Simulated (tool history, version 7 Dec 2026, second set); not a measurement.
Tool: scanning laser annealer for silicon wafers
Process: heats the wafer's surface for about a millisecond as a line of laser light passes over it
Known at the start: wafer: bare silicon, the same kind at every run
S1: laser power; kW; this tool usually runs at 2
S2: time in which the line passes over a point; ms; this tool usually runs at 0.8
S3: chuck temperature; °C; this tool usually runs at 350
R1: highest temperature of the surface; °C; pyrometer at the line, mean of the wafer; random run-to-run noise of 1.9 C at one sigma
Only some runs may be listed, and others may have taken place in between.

run	day	S1	S2	S3	R1
1	0	2	0.8	350	1135
2	2.212	2	0.8	350	1136
3	4.812	2	0.8	350	1134
4	6.896	2	0.8	350	1132
5	9.329	2	0.8	350	1131
6	10.8	2	0.8	350	1134
7	12.633	2	0.8	350	1133
8	13.85	2	0.576	350	1002
9	15.408	2	0.576	350	1004
10	16.65	2	0.576	350	1000
11	18.321	2	0.576	350	1001
# day 20.046: optics aligned, line set to its width
12	20.046	2	0.576	350	1006
13	21.204	1.733	0.679	350	972
14	23.138	1.857	0.935	378	1165
15	25.121	2	0.904	370	1203
16	26.983	2	0.671	370	1079
17	29.342	1.953	0.971	329	1170
18	31.321	1.953	0.567	381	1009
19	32.642	2.136	0.737	350	1144
20	33.871	2.136	0.737	350	1142
21	35.725	1.935	0.759	350	1076
22	37.4	2	0.8	364	1140
23	39.25	2	0.8	364	1139
24	41.675	2.038	0.762	333	1098

Each row is a separate what-if for the run after 24, all from the same tool condition, not one after another. Results?
A	44.029	2.027	0.8	350	?
B	44.029	1.719	0.809	350	?
C	44.029	1.829	0.8	363	?

run	R1
A	1127
B	1016
C	1069
With no hidden state in the tool, these same runs would have given:
run	R1
A	1151
B	1036
C	1090

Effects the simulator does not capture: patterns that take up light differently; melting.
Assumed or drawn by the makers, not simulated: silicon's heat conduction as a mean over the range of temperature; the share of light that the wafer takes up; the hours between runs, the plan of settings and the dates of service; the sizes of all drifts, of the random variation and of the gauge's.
